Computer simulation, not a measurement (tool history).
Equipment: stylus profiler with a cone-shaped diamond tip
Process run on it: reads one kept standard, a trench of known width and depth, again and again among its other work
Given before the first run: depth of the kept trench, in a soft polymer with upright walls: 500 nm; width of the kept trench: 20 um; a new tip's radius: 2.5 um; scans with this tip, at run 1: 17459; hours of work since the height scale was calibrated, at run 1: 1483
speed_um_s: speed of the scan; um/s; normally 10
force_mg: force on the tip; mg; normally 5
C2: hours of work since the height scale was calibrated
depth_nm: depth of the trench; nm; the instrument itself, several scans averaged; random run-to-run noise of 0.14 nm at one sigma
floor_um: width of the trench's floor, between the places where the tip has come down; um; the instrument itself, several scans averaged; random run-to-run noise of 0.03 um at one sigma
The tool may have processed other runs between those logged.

{"run": 1, "day": 0.0, "speed_um_s": 10, "force_mg": 5, "scans with this tip": 17459, "C2": 1483, "depth_nm": 503.83, "floor_um": 15.08}
{"run": 2, "day": 3.479, "speed_um_s": 10, "force_mg": 5, "scans with this tip": 18205, "C2": 1546, "depth_nm": 503.92, "floor_um": 15.01}
{"run": 3, "day": 6.788, "speed_um_s": 10, "force_mg": 5, "scans with this tip": 18915, "C2": 1606, "depth_nm": 503.93, "floor_um": 14.94}
{"run": 4, "day": 10.204, "speed_um_s": 10, "force_mg": 5, "scans with this tip": 19649, "C2": 1669, "depth_nm": 503.82, "floor_um": 14.91}
{"run": 5, "day": 13.429, "speed_um_s": 10, "force_mg": 12.18, "scans with this tip": 20341, "C2": 1727, "depth_nm": 507.94, "floor_um": 14.87}
{"run": 6, "day": 17.125, "speed_um_s": 10, "force_mg": 12.18, "scans with this tip": 21134, "C2": 1795, "depth_nm": 507.91, "floor_um": 14.73}
{"run": 7, "day": 19.325, "speed_um_s": 10, "force_mg": 12.18, "scans with this tip": 21606, "C2": 1835, "depth_nm": 508.09, "floor_um": 14.72}
{"run": 8, "day": 21.883, "speed_um_s": 6, "force_mg": 5, "scans with this tip": 22155, "C2": 1881, "depth_nm": 503.67, "floor_um": 14.69}
{"run": 9, "day": 24.588, "speed_um_s": 6, "force_mg": 5, "scans with this tip": 22736, "C2": 1931, "depth_nm": 503.71, "floor_um": 14.66}
{"run": 10, "day": 26.325, "speed_um_s": 5, "force_mg": 5, "scans with this tip": 23108, "C2": 1962, "depth_nm": 503.49, "floor_um": 14.68}
{"run": 11, "day": 27.838, "speed_um_s": 38, "force_mg": 11.1, "scans with this tip": 23432, "C2": 1990, "depth_nm": 507.22, "floor_um": 14.53}
{"run": 12, "day": 31.575, "speed_um_s": 10, "force_mg": 4.93, "scans with this tip": 24235, "C2": 2058, "depth_nm": 503.38, "floor_um": 14.5}
{"day": 33.354, "done": "new tip fitted, height scale calibrated"}
{"run": 13, "day": 34.638, "speed_um_s": 10, "force_mg": 4.93, "scans with this tip": 274, "C2": 23, "depth_nm": 504.97, "floor_um": 17}
{"run": 14, "day": 36.9, "speed_um_s": 26, "force_mg": 3.44, "scans with this tip": 760, "C2": 65, "depth_nm": 504.05, "floor_um": 16.8}
{"day": 37.175, "done": "height scale calibrated on a step standard"}
{"run": 15, "day": 39.262, "speed_um_s": 2, "force_mg": 1.77, "scans with this tip": 1263, "C2": 38, "depth_nm": 502.16, "floor_um": 16.9}
{"run": 16, "day": 41.679, "speed_um_s": 2, "force_mg": 1.77, "scans with this tip": 1781, "C2": 82, "depth_nm": 502.22, "floor_um": 16.79}
{"run": 17, "day": 44.921, "speed_um_s": 6, "force_mg": 1.86, "scans with this tip": 2477, "C2": 141, "depth_nm": 502, "floor_um": 16.71}
{"run": 18, "day": 47.121, "speed_um_s": 26, "force_mg": 14.28, "scans with this tip": 2949, "C2": 181, "depth_nm": 510.11, "floor_um": 16.71}
{"run": 19, "day": 49.596, "speed_um_s": 12, "force_mg": 5.94, "scans with this tip": 3480, "C2": 226, "depth_nm": 505.24, "floor_um": 16.6}

Predict each of these 4 candidate next runs independently; none follows another, all start after run 19:
{"run": "A", "day": 53.292, "speed_um_s": 10, "force_mg": 2.08, "scans with this tip": 4273, "C2": 294, "depth_nm": "?", "floor_um": "?"}
{"run": "B", "day": 53.292, "speed_um_s": 5, "force_mg": 2.92, "scans with this tip": 4273, "C2": 294, "depth_nm": "?", "floor_um": "?"}
{"run": "C", "day": 53.292, "speed_um_s": 10, "force_mg": 4.07, "scans with this tip": 4273, "C2": 294, "depth_nm": "?", "floor_um": "?"}
{"run": "D", "day": 53.292, "speed_um_s": 7, "force_mg": 2.07, "scans with this tip": 4273, "C2": 294, "depth_nm": "?", "floor_um": "?"}

run=A depth_nm=502.2 floor_um=16.43
run=B depth_nm=502.88 floor_um=16.45
run=C depth_nm=504.06 floor_um=16.5
run=D depth_nm=502.17 floor_um=16.44
Take away the tool's hidden state, keep each run's random variation, and the runs would have read:
run=A depth_nm=502.9 floor_um=16.94
run=B depth_nm=503.58 floor_um=16.96
run=C depth_nm=504.76 floor_um=17
run=D depth_nm=502.87 floor_um=16.95
